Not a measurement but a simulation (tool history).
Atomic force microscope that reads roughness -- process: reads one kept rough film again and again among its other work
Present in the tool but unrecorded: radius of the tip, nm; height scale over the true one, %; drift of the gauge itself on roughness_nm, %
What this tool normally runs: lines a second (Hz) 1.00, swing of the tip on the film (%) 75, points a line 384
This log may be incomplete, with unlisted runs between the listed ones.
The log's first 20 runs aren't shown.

run,hour,lines a second (Hz),swing of the tip on the film (%),points a line,pictures with this tip,hours of work since the height scale was calibrated,roughness of the kept film (nm (root mean square))
# hour 572.4: height scale calibrated on a step standard
21,607.6,1.00,75,384,157,25,2.483
22,639.9,1.00,58,384,217,47,2.560
23,674.5,1.00,58,384,282,72,2.528
# hour 695.1: new tip fitted
24,696.4,1.00,80,384,2,87,2.519
25,717.2,1.00,80,384,41,101,2.507
26,754.9,1.00,80,506,112,127,2.459
# hour 767.3: height scale calibrated on a step standard, once more
27,777.2,0.84,90,324,151,7,2.377
28,800.7,2.44,90,755,195,23,1.946
29,838.6,0.61,89,706,266,50,2.400
30,861.7,1.03,75,530,310,66,2.421
# hour 865.4: new tip fitted
31,896.1,2.32,83,530,57,90,2.180
32,939.0,1.88,75,572,137,120,2.347
33,976.0,3.24,80,847,207,146,2.044
34,994.2,1.00,69,384,241,159,2.463
35,1026.9,0.72,68,384,302,182,2.483
# hour 1035.5: new tip fitted
36,1055.4,0.72,68,384,37,201,2.603
37,1096.0,1.06,75,288,113,230,2.456
38,1123.8,1.10,63,579,165,249,2.534
39,1145.2,1.00,84,590,205,264,2.361
40,1177.3,3.17,75,900,265,286,2.111
# hour 1205.3: new tip fitted
41,1215.1,3.17,55,900,18,313,2.540
42,1247.8,1.00,60,815,79,335,2.606

Run 43, settings as shown, results not yet in. Your forecast:
43,1288.6,1.00,75,826,156,364,?

roughness of the kept film (nm (root mean square)): 2.477
The same run, on a tool lacking any hidden state, would have yielded roughness of the kept film (nm (root mean square)) 2.555.
